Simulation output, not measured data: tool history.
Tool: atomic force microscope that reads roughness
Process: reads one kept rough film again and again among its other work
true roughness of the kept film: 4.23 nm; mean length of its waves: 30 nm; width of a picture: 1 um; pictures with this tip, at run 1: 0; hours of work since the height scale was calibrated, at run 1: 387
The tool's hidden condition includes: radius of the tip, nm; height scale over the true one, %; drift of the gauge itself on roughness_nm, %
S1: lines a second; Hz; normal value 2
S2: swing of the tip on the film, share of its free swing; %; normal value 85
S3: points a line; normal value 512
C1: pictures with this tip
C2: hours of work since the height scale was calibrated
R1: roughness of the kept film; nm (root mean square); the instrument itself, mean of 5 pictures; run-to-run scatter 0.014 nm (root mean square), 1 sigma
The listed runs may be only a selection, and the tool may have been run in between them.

run   hour    S1  S2   S3   C1   C2     R1
  1      0     2  85  512    0  387  3.258
  2   17.3     2  85  512   16  395  3.258
  3     33     2  85  512   30  403  3.249
  4   54.6     2  85  512   50  413  3.233
  5   73.8     2  85  834   67  422  3.241
  6   88.8     2  85  834   80  429  3.233
  7  113.7     2  85  834  103  440  3.274
  8  130.9     2  85  569  118  448  3.267
  9  159.2     2  85  569  143  462  3.238
 10  175.8     2  85  569  158  469  3.271
 11  193.8     2  85  293  175  478  3.212
 12  225.4     2  85  293  203  492  3.217
     236.5  -- new tip fitted
 13  255.8     2  85  293   17  506  3.233
 14  286.2  0.56  85  293   44  521  3.601
 15  314.6  0.56  85  293   70  534  3.613
 16  329.8  0.56  85  293   83  541  3.634
 17  361.7  0.56  85  293  112  556  3.634
 18  375.9     2  85  512  125  562  3.241
 19  407.5  1.57  85  533  153  577  3.345
 20  424.2  1.57  85  533  168  585  3.382
 21  454.8  1.25  62  322  196  599   3.71
 22  470.9  1.25  62  322  210  607    3.7
     473.8  -- new tip fitted
 23  501.3  1.64  61  455   25  621  3.712
 24    525  1.81  61  455   46  632  3.714
 25    558  1.81  61  455   76  647  3.672
 26  575.8  1.81  61  455   92  655  3.675
 27  599.4  1.22  85  290  113  666  3.433
 28    617  1.22  57  290  129  675  3.744
 29  642.2  1.22  57  290  152  686  3.734
 30  674.8  1.22  57  290  181  702  3.744
 31  693.1  1.22  74  429  197  710  3.606
     711.6  -- new tip fitted
 32  713.5  0.89  57  512    1  719  3.775
 33  730.9  1.45  63  953   17  727  3.718
 34  763.4  1.45  63  953   46  743  3.734
 35  797.3  1.45  63  953   77  758  3.728

Branching from run 35: 4 alternative next runs. What would each branch give?
  A  821.9  0.59  70  512  99  770   ?
  B  821.9  1.24  63  953  99  770   ?
  C  821.9  0.94  63  953  99  770   ?
  D  821.9     2  88  777  99  770   ?

run     R1
  A  3.742
  B  3.723
  C  3.771
  D  3.186
With the hidden condition removed and each run's random variation left untouched, the same runs would have given:
run     R1
  A  3.746
  B  3.727
  C  3.775
  D  3.189
